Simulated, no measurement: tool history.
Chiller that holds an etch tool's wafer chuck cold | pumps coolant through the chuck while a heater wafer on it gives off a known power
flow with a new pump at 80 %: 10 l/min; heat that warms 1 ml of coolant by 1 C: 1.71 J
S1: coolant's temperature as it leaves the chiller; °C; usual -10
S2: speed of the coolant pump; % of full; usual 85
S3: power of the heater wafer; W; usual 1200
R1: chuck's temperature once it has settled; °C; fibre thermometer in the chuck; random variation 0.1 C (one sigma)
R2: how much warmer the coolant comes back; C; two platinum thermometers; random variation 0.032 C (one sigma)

{"run": 1, "hour": 0.0, "S1": -10, "S2": 85, "S3": 1200, "R1": 0.7, "R2": 4.36}
{"run": 2, "hour": 153.8, "S1": -10, "S2": 85, "S3": 1200, "R1": 0.8, "R2": 4.36}
{"run": 3, "hour": 247.2, "S1": -10, "S2": 85, "S3": 1200, "R1": 1, "R2": 4.4}
{"run": 4, "hour": 367.1, "S1": -10, "S2": 85, "S3": 1200, "R1": 0.9, "R2": 4.44}
{"run": 5, "hour": 484.6, "S1": -10, "S2": 85, "S3": 1200, "R1": 1.3, "R2": 4.42}
{"run": 6, "hour": 624.8, "S1": -10, "S2": 85, "S3": 1200, "R1": 1.3, "R2": 4.46}
{"run": 7, "hour": 795.5, "S1": -10, "S2": 85, "S3": 1200, "R1": 1.6, "R2": 4.52}
{"run": 8, "hour": 902.8, "S1": -10, "S2": 85, "S3": 1200, "R1": 1.5, "R2": 4.45}
{"run": 9, "hour": 998.8, "S1": -10, "S2": 85, "S3": 1200, "R1": 1.7, "R2": 4.51}
{"run": 10, "hour": 1094.8, "S1": -10, "S2": 85, "S3": 1200, "R1": 1.9, "R2": 4.53}
{"run": 11, "hour": 1174.8, "S1": -10, "S2": 85, "S3": 1200, "R1": 1.9, "R2": 4.56}
{"run": 12, "hour": 1298.1, "S1": -10, "S2": 85, "S3": 1200, "R1": 2, "R2": 4.57}
{"run": 13, "hour": 1385.5, "S1": -9, "S2": 85, "S3": 1200, "R1": 3, "R2": 4.6}
{"run": 14, "hour": 1532.2, "S1": -9, "S2": 85, "S3": 1200, "R1": 3.3, "R2": 4.57}
{"run": 15, "hour": 1629.3, "S1": -9, "S2": 85, "S3": 1200, "R1": 3.4, "R2": 4.63}
{"run": 16, "hour": 1716.9, "S1": -9, "S2": 85, "S3": 1200, "R1": 3.3, "R2": 4.61}
{"run": 17, "hour": 1868.2, "S1": -9, "S2": 85, "S3": 1200, "R1": 3.6, "R2": 4.67}
{"run": 18, "hour": 1989.0, "S1": -2, "S2": 74, "S3": 1498, "R1": 15.7, "R2": 6.75}
{"run": 19, "hour": 2090.5, "S1": -2, "S2": 74, "S3": 829, "R1": 8.2, "R2": 3.77}
{"run": 20, "hour": 2196.0, "S1": -2, "S2": 74, "S3": 829, "R1": 8.7, "R2": 3.75}
{"run": 21, "hour": 2348.2, "S1": -15, "S2": 64, "S3": 618, "R1": -5.6, "R2": 3.24}
{"run": 22, "hour": 2440.9, "S1": -15, "S2": 64, "S3": 618, "R1": -5.4, "R2": 3.36}
{"run": 23, "hour": 2593.4, "S1": -1, "S2": 85, "S3": 1775, "R1": 18.8, "R2": 7.06}
{"run": 24, "hour": 2730.8, "S1": -1, "S2": 77, "S3": 1370, "R1": 16.2, "R2": 6.02}
{"run": 25, "hour": 2813.2, "S1": -1, "S2": 77, "S3": 1370, "R1": 16.1, "R2": 6.05}
{"run": 26, "hour": 2908.0, "S1": -1, "S2": 100, "S3": 1786, "R1": 16.9, "R2": 6.1}
{"run": 27, "hour": 3011.5, "S1": -4, "S2": 63, "S3": 707, "R1": 5.9, "R2": 3.9}
{"run": 28, "hour": 3180.7, "S1": -10, "S2": 62, "S3": 1200, "R1": 2.6, "R2": 5.43}
{"run": 29, "hour": 3261.2, "S1": -10, "S2": 62, "S3": 1200, "R1": 2.6, "R2": 5.57}
{"run": 30, "hour": 3336.2, "S1": 0, "S2": 69, "S3": 1398, "R1": 13.5, "R2": 5.75}
{"run": 31, "hour": 3433.1, "S1": 0, "S2": 69, "S3": 1398, "R1": 13.6, "R2": 5.77}
{"run": 32, "hour": 3516.7, "S1": 0, "S2": 69, "S3": 1398, "R1": 13.5, "R2": 5.8}
{"run": 33, "hour": 3603.5, "S1": -10, "S2": 80, "S3": 1122, "R1": -0.4, "R2": 4.06}

Taken out of this log: 4 entries between the listed runs. Where each belongs, and how the hidden state differs across it:
Between runs 19 and 20: chiller's thermometer calibrated (hour 2129.5)
  heat passed by the chuck's channels, % of clean ones': 85.5 -> 85; flow at a given pump speed, % of a new pump's: 84.5 -> 84.1; coolant's true temperature over the reading, C: 0.65 -> 1.05
  measured less the result without the state, R1: +2.9 -> +3.3 °C; R2: +0.57 -> +0.59 C
Between runs 26 and 27: coolant changed, channels flushed (hour 2978.1)
  heat passed by the chuck's channels, % of clean ones': 81.6 -> 99.4; flow at a given pump speed, % of a new pump's: 81.9 -> 81.6; coolant's true temperature over the reading, C: 1.18 -> 1.2
  measured less the result without the state, R1: +5.9 -> +2.7 °C; R2: +1.11 -> +0.71 C
Between runs 27 and 28: chiller's thermometer calibrated, once more (hour 3087.3); coolant pump overhauled (hour 3140.1)
  heat passed by the chuck's channels, % of clean ones': 99.4 -> 98.6; flow at a given pump speed, % of a new pump's: 81.6 -> 99.2; coolant's true temperature over the reading, C: 1.2 -> -0.01
  measured less the result without the state, R1: +2.7 -> +0.2 °C; R2: +0.71 -> +0.05 C

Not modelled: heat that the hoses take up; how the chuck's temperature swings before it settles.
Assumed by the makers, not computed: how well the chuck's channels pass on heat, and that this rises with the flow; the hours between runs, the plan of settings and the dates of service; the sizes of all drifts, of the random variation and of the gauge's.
